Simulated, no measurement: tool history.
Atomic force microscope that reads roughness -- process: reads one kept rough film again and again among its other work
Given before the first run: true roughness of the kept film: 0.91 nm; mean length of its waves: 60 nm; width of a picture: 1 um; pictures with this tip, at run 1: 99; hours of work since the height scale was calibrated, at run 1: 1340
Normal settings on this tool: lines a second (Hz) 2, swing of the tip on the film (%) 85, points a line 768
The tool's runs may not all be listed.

| run | hour | lines a second (Hz) | swing of the tip on the film (%) | points a line | pictures with this tip | hours of work since the height scale was calibrated | roughness of the kept film (nm (root mean square)) |
|---|---|---|---|---|---|---|---|
| 1 | 0 | 2 | 85 | 768 | 99 | 1340 | 0.8313 |
| 2 | 38.2 | 2 | 85 | 768 | 171 | 1363 | 0.8303 |
| 3 | 92.1 | 2 | 85 | 768 | 271 | 1396 | 0.8316 |
|  | 121.3 | new tip fitted |
| 4 | 121.3 | 2 | 83 | 768 | 0 | 1413 | 0.8398 |
| 5 | 149.5 | 2 | 72 | 768 | 53 | 1430 | 0.8689 |
| 6 | 194.8 | 2 | 85 | 768 | 137 | 1458 | 0.8313 |
| 7 | 240.1 | 2 | 85 | 768 | 221 | 1485 | 0.8302 |
| 8 | 278.3 | 2 | 85 | 768 | 292 | 1508 | 0.8282 |
|  | 298.8 | new tip fitted |
| 9 | 307.6 | 2 | 85 | 768 | 16 | 1525 | 0.8341 |
| 10 | 359.5 | 2 | 85 | 768 | 113 | 1557 | 0.8322 |
| 11 | 402.1 | 1.59 | 77 | 570 | 192 | 1583 | 0.8654 |
| 12 | 445.1 | 0.8 | 77 | 622 | 272 | 1609 | 0.8872 |
|  | 474.2 | new tip fitted |
| 13 | 483.9 | 2 | 76 | 575 | 18 | 1632 | 0.862 |
| 14 | 526.9 | 2.44 | 80 | 575 | 98 | 1658 | 0.8379 |
| 15 | 550.2 | 1.68 | 74 | 479 | 142 | 1672 | 0.8733 |
|  | 573.7 | height scale calibrated on a step standard |
| 16 | 603.6 | 1.78 | 74 | 731 | 239 | 18 | 0.8572 |
| 17 | 639.1 | 1.48 | 74 | 731 | 305 | 40 | 0.8614 |

How would selected steps in roughness of the kept film (nm (root mean square)) from run to run divide? Give the signed amount a tool lacking its hidden state would still show from settings, what came in and random variation, and the signed amount left for the hidden state, including any gauge scatter that is not in both of the compared results.
Hidden state present: radius of the tip, nm; height scale over the true one, %; drift of the gauge itself on roughness_nm, %.
Run 5 -> 6: swing of the tip on the film (%) 72 -> 85. roughness of the kept film (nm (root mean square)) -0.0376: hidden state -0.0018, all else -0.0358.
Run 15 -> 16: lines a second (Hz) 1.68 -> 1.78, points a line 479 -> 731, height scale calibrated on a step standard. roughness of the kept film (nm (root mean square)) -0.0161: hidden state -0.0134, all else -0.0027.
